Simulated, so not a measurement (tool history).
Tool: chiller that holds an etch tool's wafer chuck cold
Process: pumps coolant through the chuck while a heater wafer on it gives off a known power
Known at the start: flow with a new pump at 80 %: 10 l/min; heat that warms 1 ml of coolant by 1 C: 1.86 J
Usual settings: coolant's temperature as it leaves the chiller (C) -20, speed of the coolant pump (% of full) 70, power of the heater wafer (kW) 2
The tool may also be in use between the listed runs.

| run | hour | coolant's temperature as it leaves the chiller (C) | speed of the coolant pump (% of full) | power of the heater wafer (kW) | chuck's temperature once it has settled (C) | how much warmer the coolant comes back (C) |
|---|---|---|---|---|---|---|
| 1 | 0 | -20 | 70 | 2 | 3.1 | 7.34 |
| 2 | 42 | -20 | 70 | 2 | 3.1 | 7.38 |
| 3 | 89.5 | -20 | 70 | 2 | 3.3 | 7.35 |
| 4 | 127.9 | -20 | 70 | 2 | 3.3 | 7.23 |
| 5 | 180.7 | -20 | 70 | 2 | 3.4 | 7.34 |
| 6 | 207.8 | -15 | 70 | 2 | 8.5 | 7.36 |
| 7 | 236.9 | -15 | 67 | 2 | 9.4 | 7.69 |
| 8 | 268.4 | -20 | 70 | 2 | 3.7 | 7.35 |
| 9 | 322.9 | -20 | 70 | 2 | 3.6 | 7.33 |
| 10 | 372.3 | -20 | 70 | 2 | 3.7 | 7.39 |
| 11 | 409.2 | -20 | 70 | 2 | 3.9 | 7.38 |
| 12 | 460.7 | -20 | 70 | 2 | 3.9 | 7.42 |
| 13 | 493.4 | -20 | 66 | 2 | 4.9 | 7.8 |
| 14 | 526.8 | -20 | 66 | 2 | 5.1 | 7.85 |
| 15 | 552.3 | -20 | 66 | 2 | 5.2 | 7.87 |
| 16 | 585.2 | -20 | 66 | 2 | 5.3 | 7.82 |
|  | 602.5 | coolant changed, channels flushed |
| 17 | 616.2 | -20 | 66 | 2 | 1.7 | 7.88 |
| 18 | 660.2 | -21 | 61 | 2.332 | 6.1 | 9.91 |
| 19 | 710.8 | -20 | 70 | 1.106 | -8.5 | 4.14 |
| 20 | 757.6 | -20 | 81 | 1.441 | -6.6 | 4.66 |
| 21 | 809.1 | -23 | 83 | 1.406 | -10.3 | 4.42 |
|  | 818.9 | coolant pump overhauled |
| 22 | 846.7 | -23 | 83 | 1.406 | -10.3 | 4.47 |
| 23 | 877.8 | -23 | 83 | 1.406 | -10 | 4.48 |
|  | 928.7 | coolant pump overhauled, once more |
| 24 | 928.7 | -23 | 83 | 1.1 | -13.1 | 3.42 |
| 25 | 964 | -28 | 93 | 1.114 | -18.9 | 3.15 |
| 26 | 989.4 | -20 | 64 | 1.22 | -6.5 | 4.93 |
| 27 | 1034.3 | -25 | 92 | 2 | -8.4 | 5.64 |
| 28 | 1075.6 | -20 | 82 | 1.113 | -10.1 | 3.48 |
| 29 | 1113.7 | -20 | 82 | 1.113 | -9.8 | 3.5 |
| 30 | 1157.3 | -20 | 82 | 1.113 | -9.8 | 3.54 |
| 31 | 1197.5 | -26 | 64 | 1.121 | -13.6 | 4.49 |

Forecast each of these 3 alternatives for the next run:
| A | 1250.8 | -20 | 70 | 2.275 | ? | ? |
| B | 1250.8 | -20 | 70 | 1.115 | ? | ? |
| C | 1250.8 | -20 | 74 | 2 | ? | ? |

| run | chuck's temperature once it has settled (C) | how much warmer the coolant comes back (C) |
|---|---|---|
| A | 4.2 | 8.54 |
| B | -8.5 | 4.1 |
| C | 0.2 | 6.97 |
Without the tool's hidden state the same runs would have given:
| run | chuck's temperature once it has settled (C) | how much warmer the coolant comes back (C) |
|---|---|---|
| A | 3.6 | 8.43 |
| B | -8.6 | 4.05 |
| C | -0.2 | 6.89 |
